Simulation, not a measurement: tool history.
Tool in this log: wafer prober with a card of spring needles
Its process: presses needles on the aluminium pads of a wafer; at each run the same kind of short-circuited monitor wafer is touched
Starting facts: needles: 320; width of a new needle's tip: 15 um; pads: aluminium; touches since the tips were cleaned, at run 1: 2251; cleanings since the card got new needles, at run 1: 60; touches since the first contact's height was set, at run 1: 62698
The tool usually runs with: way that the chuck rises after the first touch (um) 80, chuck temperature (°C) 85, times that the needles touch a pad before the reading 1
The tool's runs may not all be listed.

| run | day | way that the chuck rises after the first touch (um) | chuck temperature (°C) | times that the needles touch a pad before the reading | touches since the tips were cleaned | cleanings since the card got new needles | touches since the first contact's height was set | resistance of one needle with its contact and lead (mohm) | way that a needle slides on the pad (um) |
|---|---|---|---|---|---|---|---|---|---|
| 1 | 0 | 80 | 85 | 1 | 2251 | 60 | 62698 | 262 | 18.281 |
|  | 0.292 | tips cleaned on abrasive film |
| 2 | 0.542 | 69 | 85 | 1 | 3469 | 61 | 70194 | 267 | 15.764 |
|  | 0.775 | tips cleaned on abrasive film |
|  | 1.262 | tips cleaned on abrasive film |
| 3 | 1.267 | 69 | 85 | 1 | 18 | 63 | 80175 | 265 | 15.744 |
| 4 | 1.696 | 83 | 85 | 1 | 6023 | 63 | 86180 | 261 | 18.923 |
|  | 1.762 | tips cleaned on abrasive film |
|  | 1.979 | height of the first contact set anew |
|  | 2.283 | tips cleaned on abrasive film |
| 5 | 2.433 | 80 | 41 | 1 | 2090 | 65 | 6287 | 251 | 18.236 |
|  | 2.733 | tips cleaned on abrasive film |
| 6 | 3.012 | 80 | 63 | 1 | 3915 | 66 | 14335 | 258 | 18.229 |
|  | 3.233 | tips cleaned on abrasive film |
|  | 3.721 | tips cleaned on abrasive film |
| 7 | 3.833 | 80 | 63 | 1 | 1532 | 68 | 25632 | 258 | 18.19 |
|  | 4.225 | tips cleaned on abrasive film |
| 8 | 4.483 | 80 | 63 | 1 | 3618 | 69 | 34645 | 258 | 18.176 |
|  | 4.729 | tips cleaned on abrasive film |
| 9 | 5.017 | 80 | 85 | 2 | 4025 | 70 | 42062 | 265 | 18.176 |
|  | 5.246 | tips cleaned on abrasive film |
| 10 | 5.554 | 80 | 85 | 2 | 4285 | 71 | 49466 | 261 | 18.147 |
|  | 5.704 | tips cleaned on abrasive film |
|  | 6.179 | tips cleaned on abrasive film |
| 11 | 6.408 | 80 | 96 | 1 | 3197 | 73 | 61279 | 261 | 18.143 |
|  | 6.654 | tips cleaned on abrasive film |
| 12 | 6.858 | 77 | 96 | 1 | 2886 | 74 | 67531 | 271 | 17.454 |
|  | 7.112 | tips cleaned on abrasive film |
| 13 | 7.412 | 77 | 96 | 1 | 4188 | 75 | 75174 | 274 | 17.444 |
|  | 7.575 | tips cleaned on abrasive film |
|  | 8.083 | tips cleaned on abrasive film |
| 14 | 8.262 | 80 | 85 | 1 | 2525 | 77 | 86937 | 260 | 18.102 |
|  | 8.479 | height of the first contact set anew |
|  | 8.604 | tips cleaned on abrasive film |
|  | 9.071 | tips cleaned on abrasive film |
| 15 | 9.112 | 80 | 85 | 2 | 617 | 79 | 8772 | 263 | 18.082 |
|  | 9.542 | tips cleaned on abrasive film |
| 16 | 9.954 | 88 | 33 | 1 | 5770 | 80 | 20462 | 251 | 19.865 |
|  | 10.008 | tips cleaned on abrasive film |
|  | 10.496 | tips cleaned on abrasive film |
| 17 | 10.675 | 88 | 33 | 1 | 2529 | 82 | 30399 | 247 | 19.858 |
|  | 10.975 | gauge calibrated |
|  | 10.979 | tips cleaned on abrasive film |
|  | 11.475 | tips cleaned on abrasive film |
| 18 | 11.517 | 88 | 33 | 1 | 584 | 84 | 42014 | 248 | 20.104 |
|  | 11.929 | tips cleaned on abrasive film |
| 19 | 12.171 | 88 | 52 | 2 | 3359 | 85 | 51088 | 254 | 20.082 |
|  | 12.404 | tips cleaned on abrasive film |
|  | 12.9 | tips cleaned on abrasive film |
| 20 | 13 | 83 | 29 | 2 | 1402 | 87 | 62544 | 247 | 18.937 |
|  | 13.367 | tips cleaned on abrasive film |
| 21 | 13.538 | 83 | 29 | 2 | 2383 | 88 | 69945 | 249 | 18.906 |
|  | 13.846 | tips cleaned on abrasive film |
| 22 | 14.146 | 94 | 51 | 2 | 4183 | 89 | 78377 | 252 | 21.402 |
|  | 14.3 | tips cleaned on abrasive film |
|  | 14.796 | tips cleaned on abrasive film |
|  | 14.992 | height of the first contact set anew |
| 23 | 14.992 | 94 | 49 | 2 | 2544 | 91 | 0 | 253 | 21.396 |
|  | 15.288 | tips cleaned on abrasive film |
|  | 15.767 | tips cleaned on abrasive film |
| 24 | 15.95 | 94 | 49 | 2 | 2573 | 93 | 13277 | 251 | 21.364 |
|  | 16.242 | tips cleaned on abrasive film |
| 25 | 16.579 | 61 | 49 | 1 | 4711 | 94 | 21997 | 259 | 13.846 |
|  | 16.7 | tips cleaned on abrasive film |
|  | 17.158 | tips cleaned on abrasive film |
| 26 | 17.554 | 89 | 35 | 3 | 5475 | 96 | 35441 | 247 | 20.176 |
|  | 17.633 | tips cleaned on abrasive film |
|  | 18.092 | tips cleaned on abrasive film |
| 27 | 18.483 | 62 | 59 | 1 | 5488 | 98 | 48320 | 257 | 14.043 |
|  | 18.546 | tips cleaned on abrasive film |
|  | 19.012 | tips cleaned on abrasive film |
| 28 | 19.138 | 80 | 85 | 3 | 1745 | 100 | 57303 | 263 | 18.101 |
|  | 19.512 | tips cleaned on abrasive film |
|  | 19.971 | tips cleaned on abrasive film |
| 29 | 20.104 | 80 | 85 | 3 | 1850 | 102 | 70691 | 262 | 18.079 |
|  | 20.471 | tips cleaned on abrasive film |
| 30 | 20.75 | 80 | 44 | 1 | 3870 | 103 | 79652 | 252 | 18.068 |

Some steps in way that a needle slides on the pad (um) between neighbouring runs. How much of each would the tool show without its hidden state too (settings, what came in, random variation), and how much is left for the hidden state, with any gauge scatter that isn't in both results?
Hidden conditions of the tool in this case: debris on the tips, nm; way that the needles fall short of the set height, um; tips' diameter, um; drift of the gauge itself on contact_mohm, %; drift of the gauge itself on scrub_um, %.
Run 17 -> 18: gauge calibrated, tips cleaned on abrasive film, tips cleaned on abrasive film. way that a needle slides on the pad (um) +0.246: hidden state +0.246, all else +0.
Run 24 -> 25: way that the chuck rises after the first touch (um) 94 -> 61, times that the needles touch a pad before the reading 2 -> 1, tips cleaned on abrasive film. way that a needle slides on the pad (um) -7.518: hidden state +0.034, all else -7.552.
Run 25 -> 26: way that the chuck rises after the first touch (um) 61 -> 89, chuck temperature (°C) 49 -> 35, times that the needles touch a pad before the reading 1 -> 3, tips cleaned on abrasive film, tips cleaned on abrasive film. way that a needle slides on the pad (um) +6.33: hidden state -0.067, all else +6.397.
Run 26 -> 27: way that the chuck rises after the first touch (um) 89 -> 62, chuck temperature (°C) 35 -> 59, times that the needles touch a pad before the reading 3 -> 1, tips cleaned on abrasive film, tips cleaned on abrasive film. way that a needle slides on the pad (um) -6.133: hidden state +0.032, all else -6.165.
Run 27 -> 28: way that the chuck rises after the first touch (um) 62 -> 80, chuck temperature (°C) 59 -> 85, times that the needles touch a pad before the reading 1 -> 3, tips cleaned on abrasive film, tips cleaned on abrasive film. way that a needle slides on the pad (um) +4.058: hidden state -0.052, all else +4.11.
